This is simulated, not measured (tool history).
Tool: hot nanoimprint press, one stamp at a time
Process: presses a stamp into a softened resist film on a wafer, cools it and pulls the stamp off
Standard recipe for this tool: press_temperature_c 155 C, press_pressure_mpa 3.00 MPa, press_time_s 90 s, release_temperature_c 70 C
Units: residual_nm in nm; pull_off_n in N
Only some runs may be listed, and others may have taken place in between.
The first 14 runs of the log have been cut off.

run,hour,press_temperature_c,press_pressure_mpa,press_time_s,release_temperature_c,hours of work since the thermocouple was calibrated,imprints on the stamp's release coat,hours of work since the press's seals were changed,residual_nm,pull_off_n
15,156.3,165,3.00,90,70,164,550,397,70.7,221
16,168.7,161,3.00,90,70,174,623,407,79.6,230
17,183.2,159,3.00,160,70,186,708,419,70.1,235
18,195.8,159,3.00,175,75,196,781,429,67.3,221
# hour 208.0: stamp cleaned and given a new release coat
19,214.8,159,3.00,175,75,206,40,439,67.3,177
20,225.0,159,2.31,175,75,214,100,447,78.2,184
# hour 229.1: plate thermocouple calibrated
21,241.6,155,3.00,90,57,10,179,458,96.8,221
22,251.3,163,3.00,136,66,18,236,466,63.8,211
23,261.0,155,3.53,94,70,25,293,473,87.3,200
24,273.2,155,1.96,90,70,35,364,483,119.0,214
25,286.1,146,3.72,65,70,45,440,493,129.1,211
26,297.1,155,3.66,180,70,54,504,502,68.5,223
27,313.2,155,3.00,154,63,67,598,515,80.8,242
# hour 321.2: plate thermocouple calibrated, once more
28,328.9,155,3.00,154,63,6,673,525,82.4,247
29,336.6,150,3.00,154,68,12,717,531,99.4,240
30,351.3,159,3.87,90,72,24,803,543,75.7,227

Forecast each of these 3 alternatives for the next run:
# hour 360.1: stamp cleaned and given a new release coat
A,371.4,159,3.87,90,68,35,66,554,?,?
# hour 360.1: stamp cleaned and given a new release coat
B,371.4,155,3.00,90,73,35,66,554,?,?
# hour 360.1: stamp cleaned and given a new release coat
C,371.4,151,3.87,90,72,35,66,554,?,?

run,residual_nm,pull_off_n
A,75.6,200
B,99.0,188
C,99.9,194
With no hidden state in the tool, these same runs would have given:
run,residual_nm,pull_off_n
A,73.5,197
B,97.2,185
C,97.5,190
